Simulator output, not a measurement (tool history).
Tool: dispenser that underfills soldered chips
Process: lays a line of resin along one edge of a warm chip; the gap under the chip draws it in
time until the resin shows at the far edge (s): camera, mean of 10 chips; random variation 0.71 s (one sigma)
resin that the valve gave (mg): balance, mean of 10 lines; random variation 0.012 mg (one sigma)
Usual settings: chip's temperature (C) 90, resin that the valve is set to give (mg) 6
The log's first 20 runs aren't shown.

run    day  chip's temperature (C)  resin that the valve is set to give (mg)  hours of work since the syringe was changed  hours of work since the valve was cleaned  hours of work since the stage was calibrated  time until the resin shows at the far edge (s)  resin that the valve gave (mg)
 21  4.033                      92                                       6.9                                            5                                         43                                           234                                              87                            6.75
     4.179  -- new syringe of resin
 22  4.288                      97                                      6.85                                            2                                         47                                           238                                            59.2                            6.66
 23  4.533                     100                                      6.58                                            6                                         51                                           242                                              73                            6.38
     4.612  -- dispensing valve cleaned and set on the balance
     4.683  -- new syringe of resin
 24  4.833                     100                                      6.58                                            2                                          3                                           246                                            57.5                            6.56
 25   5.05                      80                                      6.96                                            6                                          7                                           250                                           123.9                            6.94
     5.142  -- new syringe of resin
 26  5.296                      80                                      6.96                                            3                                         11                                           254                                            97.7                            6.91
 27  5.438                      86                                      6.73                                            5                                         13                                           256                                            96.9                            6.68
 28  5.554                      94                                      6.66                                            7                                         15                                           258                                            85.9                            6.61
     5.604  -- new syringe of resin
 29  5.712                      93                                       5.4                                            2                                         18                                           261                                            67.3                            5.34
 30  5.867                      88                                      5.86                                            4                                         20                                           263                                            88.3                            5.81
 31  6.033                     104                                      5.86                                            7                                         23                                           266                                            71.5                            5.78
     6.058  -- new syringe of resin
 32  6.171                      94                                      5.88                                            2                                         25                                           268                                            63.9                            5.79
 33  6.358                      94                                      6.35                                            5                                         28                                           271                                            79.2                            6.23
     6.512  -- new syringe of resin
 34  6.642                      77                                      5.52                                            2                                         33                                           276                                           109.7                            5.43
 35  6.883                      85                                      5.34                                            6                                         37                                           280                                           114.4                            5.22
     6.975  -- new syringe of resin
 36  7.171                      85                                      5.34                                            3                                         42                                           284                                            93.4                            5.22
 37  7.367                      89                                       6.8                                            7                                         45                                           288                                            98.7                            6.64

Forecast each of these 3 alternatives for the next run:
     7.442  -- new syringe of resin
  A  7.542                      90                                      7.76                                            2                                         48                                           290                                               ?                               ?
     7.442  -- new syringe of resin
  B  7.542                      92                                      5.26                                            2                                         48                                           290                                               ?                               ?
     7.442  -- new syringe of resin
  C  7.542                      89                                      6.47                                            2                                         48                                           290                                               ?                               ?

run  time until the resin shows at the far edge (s)  resin that the valve gave (mg)
  A                                            69.5                            7.55
  B                                            68.4                            5.12
  C                                            73.4                             6.3
Without the tool's hidden state the same runs would have given:
run  time until the resin shows at the far edge (s)  resin that the valve gave (mg)
  A                                            62.8                            7.76
  B                                            61.4                            5.27
  C                                            66.2                            6.48
